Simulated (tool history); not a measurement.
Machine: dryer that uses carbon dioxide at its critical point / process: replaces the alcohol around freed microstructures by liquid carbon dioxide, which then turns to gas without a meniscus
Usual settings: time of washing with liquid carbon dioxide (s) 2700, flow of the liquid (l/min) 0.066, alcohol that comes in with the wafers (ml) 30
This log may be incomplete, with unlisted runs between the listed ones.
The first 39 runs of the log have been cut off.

run,hour,time of washing with liquid carbon dioxide (s),flow of the liquid (l/min),alcohol that comes in with the wafers (ml),hours of work since the filter was changed,hours of work since the purifier's bed was changed,alcohol left in the vessel before it's heated (ppm by volume)
40,1128.2,3120,0.066,32,253,792,297
41,1152.6,3120,0.066,32,269,807,298
42,1176.9,3120,0.0581,47,284,823,676
43,1214.3,3120,0.0581,47,308,847,703
44,1232.6,3120,0.0581,47,320,858,706
# hour 1243.1: purifier's bed changed
45,1255,2880,0.1119,58,332,8,17
46,1292.2,2880,0.1119,58,356,31,26
47,1310.3,1860,0.0752,30,367,43,1314

Below are 4 alternative next runs, each starting from the tool's condition after run 47. Predict each:
A,1350.2,3900,0.0752,30,393,68,?
B,1350.2,2700,0.0579,39,393,68,?
C,1350.2,2700,0.0406,36,393,68,?
D,1350.2,2160,0.0604,33,393,68,?

run,alcohol left in the vessel before it's heated (ppm by volume)
A,35
B,1132
C,3512
D,1882
The same runs, with their run-to-run variation unchanged, on a tool lacking any hidden condition would have given:
run,alcohol left in the vessel before it's heated (ppm by volume)
A,16
B,756
C,2636
D,1343
